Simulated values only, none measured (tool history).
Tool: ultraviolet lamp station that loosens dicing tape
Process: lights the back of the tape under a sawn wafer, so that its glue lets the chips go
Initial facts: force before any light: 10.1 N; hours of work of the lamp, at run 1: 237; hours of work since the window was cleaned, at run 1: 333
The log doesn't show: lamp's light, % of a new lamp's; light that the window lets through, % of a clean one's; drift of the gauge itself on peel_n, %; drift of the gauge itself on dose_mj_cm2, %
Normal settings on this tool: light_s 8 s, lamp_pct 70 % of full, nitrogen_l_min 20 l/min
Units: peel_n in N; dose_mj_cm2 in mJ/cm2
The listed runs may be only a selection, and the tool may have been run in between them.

run	hour	light_s	lamp_pct	nitrogen_l_min	hours of work of the lamp	hours of work since the window was cleaned	peel_n	dose_mj_cm2
1	0.0	8	70	20	237	333	0.827	331
2	7.3	8	70	20	240	337	0.811	332
# hour 12.4: window cleaned of glue's vapour
3	20.1	15	70	20	246	4	0.210	631
4	33.2	8	70	39	253	10	0.513	330
5	41.3	8	70	20	257	14	0.799	330
6	51.8	8	70	20	262	20	0.823	334
7	63.6	4	70	20	268	26	2.674	166
8	76.4	4	70	20	275	32	2.741	165
9	85.8	4	70	10	279	37	3.814	169
10	96.2	4	70	8	284	42	4.074	168
11	110.5	8	70	20	292	49	0.825	334
12	123.8	8	70	20	298	56	0.835	337
13	134.9	8	70	20	304	61	0.823	333
14	141.3	8	70	10	307	64	1.438	336
15	150.4	8	70	10	311	69	1.439	331
16	160.4	8	70	10	316	74	1.461	338
17	172.6	6	96	12	323	80	1.163	346
18	181.5	8	83	18	327	84	0.622	397

Expected results for the next run?
19	188.5	8	80	10	330	88	?	?

Run 19 yielded peel_n 1.103 N, dose_mj_cm2 382 mJ/cm2.
Take away the tool's hidden state, keep the run-to-run variation as it was, and the same run would have given peel_n 1.100 N, dose_mj_cm2 382 mJ/cm2.
